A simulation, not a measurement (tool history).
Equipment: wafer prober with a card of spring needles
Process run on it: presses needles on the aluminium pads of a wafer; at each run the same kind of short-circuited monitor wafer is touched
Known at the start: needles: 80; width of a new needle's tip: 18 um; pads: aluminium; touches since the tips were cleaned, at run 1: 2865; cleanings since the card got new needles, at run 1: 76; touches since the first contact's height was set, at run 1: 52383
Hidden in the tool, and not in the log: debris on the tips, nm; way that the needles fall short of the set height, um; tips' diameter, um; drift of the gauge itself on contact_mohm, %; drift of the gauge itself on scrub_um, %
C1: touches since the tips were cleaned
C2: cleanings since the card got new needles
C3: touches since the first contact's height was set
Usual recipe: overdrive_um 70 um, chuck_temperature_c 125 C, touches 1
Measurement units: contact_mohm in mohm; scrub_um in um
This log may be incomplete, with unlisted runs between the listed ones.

Run 1, hour 0: usual settings; C1 2865; C2 76; C3 52383. Result: contact_mohm 179 mohm, scrub_um 10.882 um.
At hour 8.1: tips cleaned on abrasive film.
At hour 20.2: tips cleaned on abrasive film.
At hour 28.9: height of the first contact set anew.
At hour 35.4: tips cleaned on abrasive film.
Run 2, hour 40.4: usual settings; C1 2774; C2 79; C3 6302. Result: contact_mohm 186 mohm, scrub_um 10.863 um.
At hour 48.8: tips cleaned on abrasive film.
At hour 61.2: tips cleaned on abrasive film.
At hour 74: tips cleaned on abrasive film.
Run 3, hour 80.1: usual settings; C1 3362; C2 82; C3 28150. Result: contact_mohm 180 mohm, scrub_um 10.848 um.
At hour 86.1: tips cleaned on abrasive film.
At hour 99.1: tips cleaned on abrasive film.
Run 4, hour 100.7: usual settings; C1 906; C2 84; C3 39497. Result: contact_mohm 185 mohm, scrub_um 10.842 um.
At hour 112.8: tips cleaned on abrasive film.
Run 5, hour 118.5: usual settings; C1 3146; C2 85; C3 49292. Result: contact_mohm 181 mohm, scrub_um 10.836 um.
At hour 125.8: tips cleaned on abrasive film.
At hour 140.6: tips cleaned on abrasive film.
Run 6, hour 149.3: usual settings but chuck_temperature_c 45 C; C1 4789; C2 87; C3 66266. Result: contact_mohm 168 mohm, scrub_um 10.822 um.
At hour 152.5: height of the first contact set anew.
At hour 154.4: tips cleaned on abrasive film.
At hour 166.4: tips cleaned on abrasive film.
At hour 179.9: tips cleaned on abrasive film.
Run 7, hour 183.2: usual settings but chuck_temperature_c 45 C; C1 1841; C2 90; C3 16835. Result: contact_mohm 168 mohm, scrub_um 10.808 um.
At hour 193.2: tips cleaned on abrasive film.
At hour 206.4: tips cleaned on abrasive film.
Run 8, hour 214.4: usual settings but chuck_temperature_c 45 C; C1 4406; C2 92; C3 34033. Result: contact_mohm 169 mohm, scrub_um 10.796 um.
At hour 220.2: tips cleaned on abrasive film.
At hour 233.5: tips cleaned on abrasive film.
At hour 246.6: tips cleaned on abrasive film.
Run 9, hour 247.7: usual settings; C1 603; C2 95; C3 52327. Result: contact_mohm 183 mohm, scrub_um 10.785 um.
At hour 260.4: tips cleaned on abrasive film.
At hour 273.5: tips cleaned on abrasive film.
At hour 276.2: height of the first contact set anew.
Run 10, hour 276.2: usual settings but chuck_temperature_c 55 C; C1 1336; C2 97; C3 0. Result: contact_mohm 168 mohm, scrub_um 10.769 um.
At hour 286: tips cleaned on abrasive film.
At hour 298: tips cleaned on abrasive film.
Run 11, hour 302.1: usual settings but chuck_temperature_c 55 C; C1 2240; C2 99; C3 14241. Result: contact_mohm 169 mohm, scrub_um 10.763 um.
At hour 311.1: tips cleaned on abrasive film.
At hour 324.4: tips cleaned on abrasive film.
At hour 337.7: tips cleaned on abrasive film.
Run 12, hour 344: usual settings; C1 3494; C2 102; C3 37336. Result: contact_mohm 183 mohm, scrub_um 10.74 um.
At hour 349.9: tips cleaned on abrasive film.
At hour 363.2: tips cleaned on abrasive film.
Run 13, hour 367.5: usual settings; C1 2359; C2 104; C3 50246. Result: contact_mohm 180 mohm, scrub_um 10.727 um.
At hour 376.3: tips cleaned on abrasive film.
At hour 388.9: tips cleaned on abrasive film.
At hour 399.2: height of the first contact set anew.
At hour 402.2: tips cleaned on abrasive film.
Run 14, hour 405.2: usual settings; C1 1670; C2 107; C3 3298. Result: contact_mohm 183 mohm, scrub_um 10.717 um.
At hour 416.4: tips cleaned on abrasive film.
At hour 429.2: tips cleaned on abrasive film.
At hour 443.1: tips cleaned on abrasive film.
Run 15, hour 446.3: usual settings; C1 1745; C2 110; C3 25914. Result: contact_mohm 184 mohm, scrub_um 10.7 um.
At hour 456.8: tips cleaned on abrasive film.
Run 16, hour 467.6: usual settings but chuck_temperature_c 42 C; C1 5968; C2 111; C3 37683. Result: contact_mohm 168 mohm, scrub_um 10.69 um.
At hour 470.1: tips cleaned on abrasive film.
At hour 484.1: tips cleaned on abrasive film.
At hour 498.4: tips cleaned on abrasive film.
Run 17, hour 506.1: usual settings but overdrive_um 54 um, chuck_temperature_c 116 C; C1 4296; C2 114; C3 58901. Result: contact_mohm 187 mohm, scrub_um 8.238 um.
At hour 512: tips cleaned on abrasive film.
At hour 522.1: height of the first contact set anew.
At hour 525.2: tips cleaned on abrasive film.
Run 18, hour 531.6: usual settings but overdrive_um 54 um, chuck_temperature_c 116 C; C1 3561; C2 116; C3 5211. Result: contact_mohm 188 mohm, scrub_um 8.221 um.
At hour 539.4: tips cleaned on abrasive film.
At hour 553: tips cleaned on abrasive film.
Run 19, hour 554.2: usual settings but overdrive_um 60 um, chuck_temperature_c 118 C; C1 664; C2 118; C3 17614. Result: contact_mohm 185 mohm, scrub_um 9.127 um.
At hour 556.2: gauge calibrated.
At hour 566.3: tips cleaned on abrasive film.
At hour 580.7: tips cleaned on abrasive film.
Run 20, hour 590.1: usual settings but overdrive_um 60 um, chuck_temperature_c 118 C; C1 5202; C2 120; C3 37418. Result: contact_mohm 185 mohm, scrub_um 9.324 um.
At hour 595.1: tips cleaned on abrasive film.
At hour 608.4: tips cleaned on abrasive film.
At hour 621.6: tips cleaned on abrasive film.
Run 21, hour 625.2: usual settings but overdrive_um 83 um, chuck_temperature_c 118 C, touches 2; C1 2010; C2 123; C3 56757. Result: contact_mohm 176 mohm, scrub_um 12.873 um.
At hour 635.4: tips cleaned on abrasive film.
At hour 645.4: height of the first contact set anew.
At hour 648.5: tips cleaned on abrasive film.
At hour 661.7: tips cleaned on abrasive film.
Run 22, hour 664.9: usual settings but overdrive_um 83 um, chuck_temperature_c 33 C; C1 1791; C2 126; C3 10719. Result: contact_mohm 162 mohm, scrub_um 12.86 um.
At hour 675.7: tips cleaned on abrasive film.
At hour 688.6: tips cleaned on abrasive film.
Run 23, hour 696.6: usual settings but touches 2; C1 4420; C2 128; C3 28168. Result: contact_mohm 186 mohm, scrub_um 10.828 um.
At hour 700.7: tips cleaned on abrasive film.
At hour 714.9: tips cleaned on abrasive film.
Run 24, hour 725.3: usual settings but overdrive_um 88 um, chuck_temperature_c 100 C; C1 5739; C2 130; C3 43986. Result: contact_mohm 176 mohm, scrub_um 13.597 um.
At hour 728.3: tips cleaned on abrasive film.
At hour 742: tips cleaned on abrasive film.
Run 25, hour 753.1: usual settings but chuck_temperature_c 30 C; C1 6164; C2 132; C3 59323. Result: contact_mohm 163 mohm, scrub_um 10.809 um.
At hour 755.9: tips cleaned on abrasive film.
At hour 768.5: tips cleaned on abrasive film.
At hour 768.8: height of the first contact set anew.
At hour 781: tips cleaned on abrasive film.
Run 26, hour 781: usual settings but overdrive_um 78 um, chuck_temperature_c 30 C; C1 0; C2 135; C3 6763. Result: contact_mohm 164 mohm, scrub_um 12.021 um.
At hour 794.1: tips cleaned on abrasive film.
Run 27, hour 804.2: usual settings but overdrive_um 78 um, chuck_temperature_c 30 C; C1 5570; C2 136; C3 19536. Result: contact_mohm 162 mohm, scrub_um 12.015 um.
At hour 807.2: tips cleaned on abrasive film.
At hour 820.7: tips cleaned on abrasive film.
Run 28, hour 830.1: usual settings but chuck_temperature_c 48 C, touches 2; C1 5258; C2 138; C3 33832. Result: contact_mohm 169 mohm, scrub_um 10.772 um.
At hour 833.2: tips cleaned on abrasive film.
At hour 846: tips cleaned on abrasive film.
At hour 858.9: tips cleaned on abrasive film.
Run 29, hour 865: usual settings but chuck_temperature_c 48 C, touches 2; C1 3377; C2 141; C3 52981. Result: contact_mohm 166 mohm, scrub_um 10.757 um.
At hour 872.5: tips cleaned on abrasive film.
At hour 885.1: tips cleaned on abrasive film.
Run 30, hour 888: usual settings but chuck_temperature_c 48 C, touches 2; C1 1601; C2 143; C3 65634. Result: contact_mohm 168 mohm, scrub_um 10.742 um.

For some of the steps in scrub_um from one run to the next: how much would appear even if the tool had no hidden state, given the settings, what came in and random variation, and how much remains for the hidden state plus any gauge scatter that the measured result and the result without hidden state don't share?
Run 16 -> 17: overdrive_um 70 -> 54, chuck_temperature_c 42 -> 116, tips cleaned on abrasive film, tips cleaned on abrasive film, tips cleaned on abrasive film. scrub_um -2.452 um: hidden state +0.031, all else -2.483.
Run 19 -> 20: gauge calibrated, tips cleaned on abrasive film, tips cleaned on abrasive film. scrub_um +0.197 um: hidden state +0.185, all else +0.012.
Run 20 -> 21: overdrive_um 60 -> 83, touches 1 -> 2, tips cleaned on abrasive film, tips cleaned on abrasive film, tips cleaned on abrasive film. scrub_um +3.549 um: hidden state -0.023, all else +3.572.
Run 23 -> 24: overdrive_um 70 -> 88, chuck_temperature_c 125 -> 100, touches 2 -> 1, tips cleaned on abrasive film, tips cleaned on abrasive film. scrub_um +2.769 um: hidden state -0.029, all else +2.798.
Run 24 -> 25: overdrive_um 88 -> 70, chuck_temperature_c 100 -> 30, tips cleaned on abrasive film, tips cleaned on abrasive film. scrub_um -2.788 um: hidden state +0.006, all else -2.794.
